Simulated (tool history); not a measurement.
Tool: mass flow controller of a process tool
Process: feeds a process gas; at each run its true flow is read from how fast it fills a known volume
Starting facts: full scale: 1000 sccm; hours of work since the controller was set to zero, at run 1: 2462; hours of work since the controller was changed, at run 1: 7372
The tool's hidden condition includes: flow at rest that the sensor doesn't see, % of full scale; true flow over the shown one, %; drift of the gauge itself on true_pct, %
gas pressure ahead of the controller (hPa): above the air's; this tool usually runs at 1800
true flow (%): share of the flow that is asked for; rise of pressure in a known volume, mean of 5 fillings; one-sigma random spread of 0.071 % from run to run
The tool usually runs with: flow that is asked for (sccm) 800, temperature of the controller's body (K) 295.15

| run | hour | flow that is asked for (sccm) | gas pressure ahead of the controller (hPa) | temperature of the controller's body (K) | hours of work since the controller was set to zero | hours of work since the controller was changed | true flow (%) |
|---|---|---|---|---|---|---|---|
| 1 | 0 | 800 | 1800 | 295.15 | 2462 | 7372 | 96.48 |
| 2 | 181.9 | 800 | 1800 | 295.15 | 2545 | 7454 | 96.49 |
|  | 277.3 | controller exchanged for a calibrated one |
| 3 | 566.9 | 800 | 1800 | 295.15 | 131 | 131 | 99.69 |
| 4 | 848 | 361 | 1800 | 295.15 | 259 | 259 | 99.2 |
| 5 | 1024.6 | 361 | 1800 | 299.15 | 339 | 339 | 99.3 |
|  | 1048.3 | controller's zero set anew |
| 6 | 1241.5 | 361 | 1800 | 299.15 | 88 | 437 | 99.19 |
| 7 | 1540 | 800 | 1800 | 295.15 | 223 | 572 | 99.56 |
|  | 1768.4 | controller's zero set anew, once more |
| 8 | 1784 | 800 | 1800 | 295.15 | 7 | 683 | 99.43 |
| 9 | 1978.8 | 103 | 2010 | 304.15 | 95 | 771 | 99 |
| 10 | 2353.8 | 103 | 2010 | 304.15 | 265 | 941 | 99.02 |
| 11 | 2685.6 | 103 | 2010 | 304.15 | 416 | 1091 | 98.99 |
| 12 | 3082.3 | 839 | 1910 | 308.15 | 596 | 1271 | 99.68 |
| 13 | 3321.9 | 839 | 1910 | 308.15 | 704 | 1380 | 99.5 |
| 14 | 3591.3 | 839 | 1530 | 296.15 | 827 | 1502 | 99.43 |
| 15 | 3887.5 | 225 | 1800 | 298.15 | 961 | 1636 | 98.82 |
| 16 | 4094.8 | 225 | 1800 | 298.15 | 1055 | 1730 | 98.55 |

Forecast each of these 5 alternatives for the next run:
| A | 4463.4 | 800 | 1800 | 294.15 | 1222 | 1898 | ? |
| B | 4463.4 | 635 | 1800 | 306.15 | 1222 | 1898 | ? |
| C | 4463.4 | 672 | 2430 | 295.15 | 1222 | 1898 | ? |
| D | 4463.4 | 800 | 2530 | 295.15 | 1222 | 1898 | ? |
| E | 4463.4 | 360 | 1960 | 298.15 | 1222 | 1898 | ? |

| run | true flow (%) |
|---|---|
| A | 98.98 |
| B | 99.3 |
| C | 98.61 |
| D | 98.66 |
| E | 98.72 |
The same runs, with their run-to-run variation unchanged, on a tool lacking any hidden condition would have given:
| run | true flow (%) |
|---|---|
| A | 99.67 |
| B | 99.95 |
| C | 99.27 |
| D | 99.35 |
| E | 99.22 |

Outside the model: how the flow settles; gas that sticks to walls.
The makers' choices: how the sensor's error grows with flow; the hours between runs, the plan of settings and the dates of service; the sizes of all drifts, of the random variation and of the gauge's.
